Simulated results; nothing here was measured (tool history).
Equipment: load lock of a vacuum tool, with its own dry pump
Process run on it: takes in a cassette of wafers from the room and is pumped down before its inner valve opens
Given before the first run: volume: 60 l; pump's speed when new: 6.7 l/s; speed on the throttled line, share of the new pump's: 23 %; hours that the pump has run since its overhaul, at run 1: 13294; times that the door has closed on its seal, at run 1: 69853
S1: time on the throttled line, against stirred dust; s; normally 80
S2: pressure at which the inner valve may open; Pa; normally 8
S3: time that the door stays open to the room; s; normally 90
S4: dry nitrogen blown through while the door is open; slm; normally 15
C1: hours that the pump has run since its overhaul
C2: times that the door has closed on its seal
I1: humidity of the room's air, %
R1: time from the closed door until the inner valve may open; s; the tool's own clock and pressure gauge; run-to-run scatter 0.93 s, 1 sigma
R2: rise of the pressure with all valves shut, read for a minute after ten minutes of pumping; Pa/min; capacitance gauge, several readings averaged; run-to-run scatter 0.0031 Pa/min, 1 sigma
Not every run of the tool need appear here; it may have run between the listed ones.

run 1 hour=0.0 | S1=80 S2=8 S3=90 S4=15 | C1=13294 C2=69853 | I1=42.3 | R1=156.7 R2=0.588
run 2 hour=466.1 | S1=80 S2=8 S3=90 S4=15 | C1=13760 C2=71905 | I1=46.3 | R1=157.6 R2=0.623
run 3 hour=822.1 | S1=80 S2=8 S3=90 S4=15 | C1=14116 C2=73473 | I1=44.0 | R1=156.5 R2=0.633
run 4 hour=1358.7 | S1=80 S2=8 S3=90 S4=15 | C1=14652 C2=75836 | I1=45.1 | R1=156.0 R2=0.665
-- hour=1659.8 door's seal changed, seat wiped
run 5 hour=1771.7 | S1=80 S2=8 S3=90 S4=15 | C1=15064 C2=492 | I1=43.7 | R1=158.2 R2=0.063
run 6 hour=2253.5 | S1=80 S2=8 S3=90 S4=15 | C1=15546 C2=2613 | I1=45.2 | R1=156.8 R2=0.069
run 7 hour=2828.5 | S1=80 S2=8 S3=90 S4=15 | C1=16121 C2=5145 | I1=41.5 | R1=156.5 R2=0.072
run 8 hour=3239.7 | S1=80 S2=9 S3=90 S4=15 | C1=16532 C2=6955 | I1=42.0 | R1=158.4 R2=0.073
run 9 hour=3847.9 | S1=80 S2=9 S3=90 S4=15 | C1=17140 C2=9633 | I1=42.4 | R1=158.7 R2=0.088
run 10 hour=4265.5 | S1=80 S2=9 S3=90 S4=15 | C1=17558 C2=11472 | I1=43.6 | R1=158.9 R2=0.096
run 11 hour=4549.5 | S1=80 S2=8 S3=90 S4=21 | C1=17842 C2=12722 | I1=45.6 | R1=161.7 R2=0.099
run 12 hour=5003.0 | S1=80 S2=15 S3=90 S4=10 | C1=18295 C2=14718 | I1=44.6 | R1=153.8 R2=0.120
run 13 hour=5400.0 | S1=159 S2=13 S3=138 S4=11 | C1=18692 C2=16466 | I1=40.9 | R1=211.1 R2=0.133
run 14 hour=6013.8 | S1=51 S2=13 S3=138 S4=11 | C1=19306 C2=19169 | I1=47.1 | R1=135.2 R2=0.164
run 15 hour=6297.5 | S1=51 S2=13 S3=138 S4=11 | C1=19590 C2=20418 | I1=45.1 | R1=136.2 R2=0.166
run 16 hour=6660.1 | S1=51 S2=13 S3=138 S4=11 | C1=19952 C2=22014 | I1=42.5 | R1=136.4 R2=0.163
run 17 hour=7125.4 | S1=80 S2=9 S3=99 S4=28 | C1=20418 C2=24063 | I1=41.1 | R1=160.4 R2=0.153
run 18 hour=7685.6 | S1=128 S2=9 S3=35 S4=17 | C1=20978 C2=26529 | I1=46.8 | R1=195.3 R2=0.149
run 19 hour=8055.0 | S1=80 S2=12 S3=90 S4=39 | C1=21347 C2=28156 | I1=42.2 | R1=159.5 R2=0.172
run 20 hour=8433.5 | S1=74 S2=12 S3=121 S4=39 | C1=21726 C2=29822 | I1=46.5 | R1=156.8 R2=0.186
run 21 hour=8892.0 | S1=74 S2=12 S3=124 S4=12 | C1=22184 C2=31840 | I1=47.4 | R1=154.8 R2=0.231
run 22 hour=9459.5 | S1=74 S2=12 S3=124 S4=12 | C1=22752 C2=34339 | I1=42.2 | R1=155.6 R2=0.232

Here are 5 independent what-if runs from the current tool condition. What would each one return?
run A hour=9938.4 | S1=59 S2=7 S3=90 S4=12 | C1=23231 C2=36448 | I1=43.1 | R1=? R2=?
run B hour=9938.4 | S1=136 S2=15 S3=90 S4=14 | C1=23231 C2=36448 | I1=44.8 | R1=? R2=?
run C hour=9938.4 | S1=74 S2=12 S3=56 S4=13 | C1=23231 C2=36448 | I1=45.6 | R1=? R2=?
run D hour=9938.4 | S1=41 S2=8 S3=48 S4=5 | C1=23231 C2=36448 | I1=46.0 | R1=? R2=?
run E hour=9938.4 | S1=80 S2=12 S3=90 S4=15 | C1=23231 C2=36448 | I1=45.3 | R1=? R2=?

run=A R1=151.8 R2=0.241
run=B R1=197.1 R2=0.243
run=C R1=157.3 R2=0.236
run=D R1=140.6 R2=0.231
run=E R1=161.3 R2=0.244
Stripped of hidden state, with their random variation kept, the same runs would have yielded:
run=A R1=130.5 R2=0.063
run=B R1=183.1 R2=0.063
run=C R1=138.4 R2=0.053
run=D R1=118.0 R2=0.051
run=E R1=143.0 R2=0.064

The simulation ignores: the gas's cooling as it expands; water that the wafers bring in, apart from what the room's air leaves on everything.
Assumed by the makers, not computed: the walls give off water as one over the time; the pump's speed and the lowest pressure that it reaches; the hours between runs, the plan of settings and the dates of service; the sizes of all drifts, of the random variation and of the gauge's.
